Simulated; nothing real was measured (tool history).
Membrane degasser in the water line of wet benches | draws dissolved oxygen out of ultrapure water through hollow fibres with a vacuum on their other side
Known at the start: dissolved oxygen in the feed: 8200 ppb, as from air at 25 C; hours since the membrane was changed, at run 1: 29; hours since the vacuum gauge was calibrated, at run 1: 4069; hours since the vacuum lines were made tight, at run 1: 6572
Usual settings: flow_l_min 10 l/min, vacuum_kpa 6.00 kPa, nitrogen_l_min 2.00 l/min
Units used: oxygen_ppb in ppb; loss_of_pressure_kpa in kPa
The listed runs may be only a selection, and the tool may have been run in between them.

run,day,flow_l_min,vacuum_kpa,nitrogen_l_min,hours since the membrane was changed,hours since the vacuum gauge was calibrated,hours since the vacuum lines were made tight,oxygen_ppb,loss_of_pressure_kpa
1,0.000,10,6.00,2.00,29,4069,6572,44.3,50.26
2,1.550,10,6.00,2.00,66,4106,6610,43.2,50.21
3,2.442,10,6.00,2.00,87,4128,6631,44.1,49.97
4,4.242,10,6.00,2.00,131,4171,6674,44.8,50.28
5,6.246,10,6.00,2.00,179,4219,6722,45.6,50.23
6,8.312,10,6.00,2.00,228,4269,6772,44.1,50.38
7,10.254,10,6.00,2.00,275,4315,6818,45.2,50.15
8,12.246,10,6.00,2.00,323,4363,6866,45.8,50.42
# day 12.458: vacuum gauge calibrated
9,13.596,10,6.00,2.00,355,27,6898,44.7,50.54
10,14.633,10,6.00,2.00,380,52,6923,44.2,50.08
11,15.946,10,6.00,2.00,411,84,6955,44.9,50.50
# day 16.633: seals of the vacuum lines changed
12,17.446,10,6.00,2.00,445,118,20,42.6,50.24
13,19.279,10,6.00,2.00,489,162,64,43.2,50.61
14,20.529,7,6.00,2.00,519,192,94,27.1,35.24
15,21.738,7,4.99,2.79,548,221,123,13.4,35.16
16,22.621,15,4.67,2.00,569,242,144,65.7,75.40
17,24.004,15,4.32,2.00,602,275,177,59.1,75.49
# day 25.467: vacuum gauge calibrated, once more
18,26.146,15,4.32,2.00,653,16,228,56.2,76.02
19,28.096,15,4.32,2.00,700,63,275,56.0,75.50
20,30.121,7,7.63,0.81,749,112,323,93.0,35.21
21,31.358,7,7.63,0.81,778,141,353,91.6,35.09
22,33.496,10,6.00,0.96,830,193,404,75.9,50.77
23,34.488,10,10.98,2.77,854,217,428,77.6,50.17
24,35.988,10,12.27,2.00,890,253,464,117.9,50.13
25,37.429,14,6.00,2.00,924,287,499,75.1,70.56
26,38.654,11,3.89,1.14,954,317,528,27.1,55.58
27,39.933,9,6.00,1.38,984,347,559,48.5,45.22
28,41.475,8,4.93,0.99,1021,384,596,36.3,40.53

Some steps in oxygen_ppb, run to run, broken into two amounts with sign: the step expected even without the hidden condition (settings, incoming material, random variation), and the rest, left for the hidden condition together with whatever gauge scatter is not in both the measured and the hidden-condition-free result:
Hidden state at play: membrane still open, %; true pressure behind the membrane over the reading, kPa; air that leaks in behind the membrane, l/min; drift of the gauge itself on oxygen_ppb, %; drift of the gauge itself on loss_of_pressure_kpa, %.
Run 15 -> 16: flow_l_min 7 -> 15, vacuum_kpa 4.99 -> 4.67, nitrogen_l_min 2.79 -> 2.00. oxygen_ppb +52.3 ppb: hidden state +2.3, all else +50.0.
Run 17 -> 18: vacuum gauge calibrated, once more. oxygen_ppb -2.9 ppb: hidden state -2.4, all else -0.5.
Run 25 -> 26: flow_l_min 14 -> 11, vacuum_kpa 6.00 -> 3.89, nitrogen_l_min 2.00 -> 1.14. oxygen_ppb -48.0 ppb: hidden state -0.4, all else -47.6.

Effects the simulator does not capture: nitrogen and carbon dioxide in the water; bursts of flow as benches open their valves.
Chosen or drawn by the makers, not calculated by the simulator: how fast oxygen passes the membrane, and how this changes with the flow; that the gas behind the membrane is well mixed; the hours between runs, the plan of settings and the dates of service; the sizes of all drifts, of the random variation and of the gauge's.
